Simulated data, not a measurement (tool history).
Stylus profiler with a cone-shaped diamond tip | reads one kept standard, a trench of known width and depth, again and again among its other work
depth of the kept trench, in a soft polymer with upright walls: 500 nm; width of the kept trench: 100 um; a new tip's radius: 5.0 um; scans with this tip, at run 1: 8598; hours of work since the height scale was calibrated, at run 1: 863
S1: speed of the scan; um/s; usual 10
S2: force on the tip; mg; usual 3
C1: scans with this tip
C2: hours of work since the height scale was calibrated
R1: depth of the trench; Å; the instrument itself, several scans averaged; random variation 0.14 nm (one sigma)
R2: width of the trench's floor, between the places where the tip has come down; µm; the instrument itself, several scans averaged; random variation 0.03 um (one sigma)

| run | hour | S1 | S2 | C1 | C2 | R1 | R2 |
|---|---|---|---|---|---|---|---|
| 1 | 0 | 10 | 3 | 8598 | 863 | 5105.3 | 94.3 |
| 2 | 28.5 | 10 | 3 | 8760 | 879 | 5105.5 | 94.23 |
| 3 | 64.8 | 10 | 3 | 8966 | 899 | 5104.7 | 94.25 |
| 4 | 85.5 | 10 | 3 | 9084 | 911 | 5105.9 | 94.21 |
| 5 | 117.9 | 4 | 3 | 9268 | 930 | 5105.2 | 94.2 |
| 6 | 142.5 | 4 | 3 | 9408 | 944 | 5106.6 | 94.21 |
| 7 | 168 | 10 | 1.86 | 9553 | 958 | 5081 | 94.09 |
| 8 | 196.9 | 10 | 1.86 | 9717 | 975 | 5078.6 | 94.14 |
| 9 | 219.7 | 10 | 1.86 | 9846 | 988 | 5081.5 | 94.12 |
| 10 | 250.6 | 10 | 2.6 | 10022 | 1005 | 5097.6 | 94.09 |
| 11 | 272.7 | 10 | 2.6 | 10147 | 1018 | 5095.6 | 94.09 |
| 12 | 290 | 10 | 3 | 10246 | 1028 | 5107.5 | 94.1 |
| 13 | 309.2 | 10 | 3 | 10355 | 1039 | 5109.5 | 94.04 |
| 14 | 339.5 | 10 | 3 | 10527 | 1056 | 5110.6 | 94.02 |
| 15 | 355.5 | 10 | 3 | 10618 | 1065 | 5108.4 | 94.01 |
| 16 | 381.4 | 10 | 3 | 10765 | 1080 | 5109.6 | 94.02 |
| 17 | 418 | 10 | 3.46 | 10973 | 1101 | 5121.2 | 94.01 |
| 18 | 450.6 | 10 | 3 | 11158 | 1119 | 5109.7 | 93.99 |
| 19 | 489.6 | 10 | 3 | 11380 | 1142 | 5108.9 | 93.94 |
| 20 | 516.3 | 10 | 3 | 11531 | 1157 | 5107.6 | 93.89 |
| 21 | 552.5 | 10 | 3 | 11737 | 1177 | 5109.3 | 93.89 |
| 22 | 574.9 | 10 | 3 | 11864 | 1190 | 5112.2 | 93.89 |
| 23 | 600 | 10 | 3 | 12007 | 1204 | 5110.2 | 93.84 |
| 24 | 622.4 | 3 | 5.03 | 12134 | 1217 | 5150.5 | 93.88 |
| 25 | 655.4 | 3 | 5.03 | 12321 | 1236 | 5152.2 | 93.83 |
| 26 | 673 | 3 | 5.03 | 12421 | 1246 | 5150.2 | 93.87 |
| 27 | 696.1 | 2 | 6.59 | 12553 | 1259 | 5179.1 | 93.85 |
| 28 | 721.4 | 32 | 6.45 | 12696 | 1274 | 5172.7 | 93.69 |
| 29 | 750.2 | 29 | 2.84 | 12860 | 1290 | 5107.5 | 93.62 |
| 30 | 780.1 | 2 | 6.53 | 13030 | 1307 | 5174.6 | 93.77 |
| 31 | 810.1 | 2 | 6.53 | 13201 | 1324 | 5177.7 | 93.7 |
| 32 | 847.9 | 5 | 1.54 | 13415 | 1346 | 5080 | 93.72 |
| 33 | 876.8 | 10 | 2.54 | 13579 | 1362 | 5103.5 | 93.67 |
| 34 | 906.1 | 26 | 1.56 | 13745 | 1379 | 5080.6 | 93.57 |
| 35 | 942.3 | 7 | 2.02 | 13951 | 1400 | 5089.8 | 93.63 |
| 36 | 963.9 | 6 | 6.25 | 14074 | 1412 | 5175 | 93.57 |
| 37 | 990.9 | 6 | 6.25 | 14227 | 1427 | 5173.6 | 93.65 |
|  | 999.1 | height scale calibrated on a step standard |
| 38 | 1024.8 | 3 | 7.89 | 14417 | 15 | 5174.6 | 93.62 |
| 39 | 1050.4 | 3 | 7.89 | 14562 | 29 | 5174.1 | 93.57 |
| 40 | 1066.6 | 11 | 4.12 | 14654 | 38 | 5112.9 | 93.58 |
| 41 | 1083.9 | 5 | 8.34 | 14753 | 48 | 5183 | 93.55 |
| 42 | 1108.2 | 5 | 8.34 | 14891 | 62 | 5182.6 | 93.53 |
| 43 | 1140.1 | 10 | 8.35 | 15072 | 80 | 5184.4 | 93.5 |
| 44 | 1158 | 4 | 1.31 | 15174 | 91 | 5050.8 | 93.51 |
| 45 | 1176.6 | 4 | 1.31 | 15279 | 101 | 5056.1 | 93.43 |
| 46 | 1194.1 | 3 | 7.57 | 15379 | 111 | 5174.3 | 93.44 |

Measured less the same run without the tool's hidden state. The same run-to-run variation is in both; the gauge's scatter may not be:
The hidden state here: radius of the tip, um; height scale over the true one, %; drift of the gauge itself on depth_nm, %; drift of the gauge itself on floor_um, %.
| run | R1 | R2 |
|---|---|---|
| 1 | +13.4 | -1.32 |
| 2 | +13.7 | -1.34 |
| 3 | +14 | -1.37 |
| 4 | +14.1 | -1.39 |
| 5 | +14.4 | -1.42 |
| 6 | +14.6 | -1.43 |
| 7 | +14.8 | -1.46 |
| 8 | +15.1 | -1.47 |
| 9 | +15.2 | -1.48 |
| 10 | +15.5 | -1.51 |
| 11 | +15.7 | -1.52 |
| 12 | +15.9 | -1.54 |
| 13 | +16 | -1.55 |
| 14 | +16.3 | -1.57 |
| 15 | +16.5 | -1.59 |
| 16 | +16.7 | -1.61 |
| 17 | +17 | -1.62 |
| 18 | +17.3 | -1.65 |
| 19 | +17.6 | -1.68 |
| 20 | +17.8 | -1.7 |
| 21 | +18.1 | -1.72 |
| 22 | +18.3 | -1.74 |
| 23 | +18.5 | -1.75 |
| 24 | +18.9 | -1.77 |
| 25 | +19.1 | -1.79 |
| 26 | +19.3 | -1.8 |
| 27 | +19.6 | -1.82 |
| 28 | +19.8 | -1.84 |
| 29 | +19.8 | -1.86 |
| 30 | +20.3 | -1.88 |
| 31 | +20.6 | -1.9 |
| 32 | +20.5 | -1.92 |
| 33 | +20.8 | -1.94 |
| 34 | +20.9 | -1.96 |
| 35 | +21.3 | -1.99 |
| 36 | +21.8 | -2 |
| 37 | +22.1 | -2.02 |
| 38 | -2 | -2.04 |
| 39 | -1.9 | -2.06 |
| 40 | -1.7 | -2.06 |
| 41 | -1.5 | -2.08 |
| 42 | -1.3 | -2.1 |
| 43 | -1 | -2.11 |
| 44 | -0.8 | -2.13 |
| 45 | -0.7 | -2.14 |
| 46 | -0.5 | -2.15 |
